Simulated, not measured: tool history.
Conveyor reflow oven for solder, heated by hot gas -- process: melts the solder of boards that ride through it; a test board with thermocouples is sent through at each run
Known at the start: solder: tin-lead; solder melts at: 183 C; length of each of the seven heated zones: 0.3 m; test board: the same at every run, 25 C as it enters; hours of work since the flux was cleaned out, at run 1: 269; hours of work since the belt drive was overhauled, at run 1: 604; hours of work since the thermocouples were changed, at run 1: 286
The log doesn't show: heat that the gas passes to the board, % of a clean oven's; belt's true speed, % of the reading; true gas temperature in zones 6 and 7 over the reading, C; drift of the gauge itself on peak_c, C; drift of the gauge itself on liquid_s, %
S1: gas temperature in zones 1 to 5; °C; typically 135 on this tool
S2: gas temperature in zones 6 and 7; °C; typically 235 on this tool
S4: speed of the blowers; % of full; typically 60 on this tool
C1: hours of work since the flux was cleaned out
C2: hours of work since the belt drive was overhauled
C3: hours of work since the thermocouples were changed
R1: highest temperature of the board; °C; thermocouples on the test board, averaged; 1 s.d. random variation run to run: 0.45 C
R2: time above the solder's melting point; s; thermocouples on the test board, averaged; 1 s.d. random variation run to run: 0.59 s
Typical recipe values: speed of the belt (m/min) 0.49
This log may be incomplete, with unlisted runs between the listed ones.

{"run": 1, "hour": 0.0, "S1": 135, "S2": 235, "speed of the belt (m/min)": 0.49, "S4": 60, "C1": 269, "C2": 604, "C3": 286, "R1": 214, "R2": 51.1}
{"run": 2, "hour": 10.8, "S1": 135, "S2": 235, "speed of the belt (m/min)": 0.399, "S4": 60, "C1": 276, "C2": 610, "C3": 292, "R1": 221.2, "R2": 72.3}
{"run": 3, "hour": 24.2, "S1": 135, "S2": 235, "speed of the belt (m/min)": 0.399, "S4": 66, "C1": 284, "C2": 618, "C3": 300, "R1": 222.2, "R2": 71.4}
{"run": 4, "hour": 39.1, "S1": 135, "S2": 235, "speed of the belt (m/min)": 0.399, "S4": 66, "C1": 293, "C2": 627, "C3": 309, "R1": 223.3, "R2": 72.6}
{"run": 5, "hour": 50.3, "S1": 135, "S2": 235, "speed of the belt (m/min)": 0.399, "S4": 66, "C1": 299, "C2": 634, "C3": 316, "R1": 222.7, "R2": 72.3}
{"run": 6, "hour": 56.9, "S1": 135, "S2": 235, "speed of the belt (m/min)": 0.399, "S4": 73, "C1": 303, "C2": 638, "C3": 320, "R1": 222.4, "R2": 74.4}
{"run": 7, "hour": 65.5, "S1": 147, "S2": 240, "speed of the belt (m/min)": 0.397, "S4": 51, "C1": 308, "C2": 643, "C3": 325, "R1": 226.1, "R2": 80.9}
{"hour": 70.4, "done": "belt drive overhauled, speed set with a stopwatch"}
{"run": 8, "hour": 75.8, "S1": 147, "S2": 240, "speed of the belt (m/min)": 0.397, "S4": 51, "C1": 312, "C2": 3, "C3": 329, "R1": 226.1, "R2": 81.4}
{"run": 9, "hour": 88.5, "S1": 135, "S2": 240, "speed of the belt (m/min)": 0.586, "S4": 70, "C1": 320, "C2": 11, "C3": 337, "R1": 212.9, "R2": 42.6}
{"run": 10, "hour": 102.1, "S1": 144, "S2": 230, "speed of the belt (m/min)": 0.586, "S4": 61, "C1": 328, "C2": 19, "C3": 345, "R1": 205.3, "R2": 37.3}

Consider 5 possible next runs. They are alternatives, not a sequence: every one starts from the tool as it was left by run 10. What does each give?
{"run": "A", "hour": 108.8, "S1": 135, "S2": 237, "speed of the belt (m/min)": 0.477, "S4": 55, "C1": 332, "C2": 23, "C3": 349, "R1": "?", "R2": "?"}
{"run": "B", "hour": 108.8, "S1": 144, "S2": 230, "speed of the belt (m/min)": 0.586, "S4": 58, "C1": 332, "C2": 23, "C3": 349, "R1": "?", "R2": "?"}
{"run": "C", "hour": 108.8, "S1": 144, "S2": 225, "speed of the belt (m/min)": 0.556, "S4": 52, "C1": 332, "C2": 23, "C3": 349, "R1": "?", "R2": "?"}
{"run": "D", "hour": 108.8, "S1": 144, "S2": 230, "speed of the belt (m/min)": 0.586, "S4": 70, "C1": 332, "C2": 23, "C3": 349, "R1": "?", "R2": "?"}
{"run": "E", "hour": 108.8, "S1": 132, "S2": 240, "speed of the belt (m/min)": 0.586, "S4": 88, "C1": 332, "C2": 23, "C3": 349, "R1": "?", "R2": "?"}

run=A R1=215.2 R2=54.6
run=B R1=205 R2=35.9
run=C R1=201.8 R2=35.8
run=D R1=207.5 R2=38.9
run=E R1=216.1 R2=42.6
Take away the tool's hidden state, keep each run's random variation, and the runs would have read:
run=A R1=217.1 R2=55.7
run=B R1=207.3 R2=38.1
run=C R1=203.7 R2=38
run=D R1=209.9 R2=41.1
run=E R1=219.4 R2=44.6
